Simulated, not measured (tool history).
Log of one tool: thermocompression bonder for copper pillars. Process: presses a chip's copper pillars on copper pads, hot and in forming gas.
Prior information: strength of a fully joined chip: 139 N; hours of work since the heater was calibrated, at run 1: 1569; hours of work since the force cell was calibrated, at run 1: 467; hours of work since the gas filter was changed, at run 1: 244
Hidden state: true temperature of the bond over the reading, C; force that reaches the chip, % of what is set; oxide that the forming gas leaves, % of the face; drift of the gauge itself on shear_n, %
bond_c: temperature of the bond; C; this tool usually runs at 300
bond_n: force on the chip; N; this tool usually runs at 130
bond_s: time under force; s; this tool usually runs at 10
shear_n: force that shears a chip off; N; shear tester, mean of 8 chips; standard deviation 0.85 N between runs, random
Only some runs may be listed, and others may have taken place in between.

| run | hour | bond_c | bond_n | bond_s | hours of work since the heater was calibrated | hours of work since the force cell was calibrated | hours of work since the gas filter was changed | shear_n |
|---|---|---|---|---|---|---|---|---|
| 1 | 0.0 | 300 | 130 | 10 | 1569 | 467 | 244 | 57.0 |
|  | 17.4 | forming gas filter changed |
| 2 | 79.9 | 300 | 130 | 23 | 1605 | 503 | 28 | 80.4 |
| 3 | 143.7 | 300 | 185 | 23 | 1633 | 531 | 57 | 96.3 |
| 4 | 209.0 | 300 | 185 | 23 | 1662 | 560 | 86 | 96.4 |
| 5 | 262.2 | 300 | 130 | 10 | 1686 | 584 | 110 | 59.2 |
| 6 | 327.6 | 300 | 130 | 10 | 1716 | 613 | 139 | 58.6 |
|  | 367.1 | heater calibrated with a thermocouple chip |
| 7 | 376.4 | 300 | 130 | 10 | 4 | 634 | 160 | 62.3 |
| 8 | 442.3 | 300 | 130 | 10 | 34 | 664 | 189 | 63.0 |
| 9 | 490.0 | 300 | 105 | 10 | 55 | 685 | 211 | 53.2 |
| 10 | 574.4 | 300 | 130 | 9 | 93 | 723 | 249 | 58.8 |
|  | 580.8 | forming gas filter changed |
| 11 | 619.4 | 317 | 130 | 10 | 113 | 743 | 17 | 77.1 |
| 12 | 687.3 | 317 | 130 | 10 | 143 | 773 | 48 | 77.1 |
| 13 | 774.1 | 300 | 91 | 10 | 182 | 812 | 87 | 49.1 |
| 14 | 873.7 | 300 | 91 | 10 | 227 | 857 | 131 | 49.4 |
| 15 | 953.3 | 300 | 176 | 10 | 262 | 893 | 167 | 78.3 |
| 16 | 1046.6 | 300 | 176 | 10 | 304 | 934 | 209 | 74.1 |
|  | 1142.5 | forming gas filter changed |
| 17 | 1143.1 | 300 | 176 | 10 | 347 | 977 | 0 | 77.1 |
| 18 | 1210.7 | 300 | 176 | 10 | 377 | 1008 | 31 | 77.4 |
| 19 | 1254.1 | 300 | 176 | 10 | 397 | 1027 | 50 | 78.8 |
| 20 | 1343.9 | 296 | 176 | 14 | 437 | 1067 | 90 | 81.1 |
| 21 | 1410.7 | 296 | 176 | 14 | 467 | 1097 | 120 | 80.1 |
| 22 | 1463.6 | 296 | 176 | 14 | 491 | 1121 | 144 | 80.6 |
| 23 | 1539.0 | 275 | 80 | 7 | 525 | 1155 | 178 | 24.6 |
| 24 | 1583.3 | 319 | 130 | 10 | 544 | 1175 | 197 | 71.3 |
| 25 | 1643.8 | 319 | 130 | 10 | 571 | 1202 | 225 | 71.3 |
| 26 | 1696.5 | 318 | 130 | 5 | 595 | 1225 | 248 | 53.5 |
|  | 1702.8 | forming gas filter changed |
| 27 | 1772.8 | 300 | 120 | 6 | 629 | 1259 | 31 | 47.3 |
| 28 | 1828.3 | 300 | 120 | 6 | 654 | 1284 | 56 | 47.6 |
| 29 | 1885.3 | 300 | 183 | 12 | 679 | 1310 | 82 | 81.8 |
| 30 | 1956.5 | 296 | 155 | 16 | 711 | 1342 | 114 | 75.0 |
| 31 | 2001.1 | 294 | 176 | 29 | 731 | 1362 | 134 | 95.7 |
| 32 | 2079.8 | 299 | 130 | 6 | 767 | 1397 | 169 | 48.7 |
|  | 2090.0 | force cell calibrated |
| 33 | 2173.0 | 299 | 130 | 6 | 808 | 37 | 210 | 49.7 |

Each row is a separate what-if for the run after 33, all from the same tool condition, not one after another. Results?
| A | 2241.2 | 299 | 155 | 10 | 838 | 68 | 241 | ? |
| B | 2241.2 | 300 | 164 | 10 | 838 | 68 | 241 | ? |
| C | 2241.2 | 298 | 137 | 14 | 838 | 68 | 241 | ? |
| D | 2241.2 | 276 | 130 | 10 | 838 | 68 | 241 | ? |
| E | 2241.2 | 286 | 81 | 10 | 838 | 68 | 241 | ? |

| run | shear_n |
|---|---|
| A | 67.7 |
| B | 71.1 |
| C | 68.3 |
| D | 43.9 |
| E | 35.2 |
The same runs, with their run-to-run variation unchanged, on a tool lacking any hidden condition would have given:
| run | shear_n |
|---|---|
| A | 76.5 |
| B | 80.2 |
| C | 77.3 |
| D | 50.5 |
| E | 40.5 |
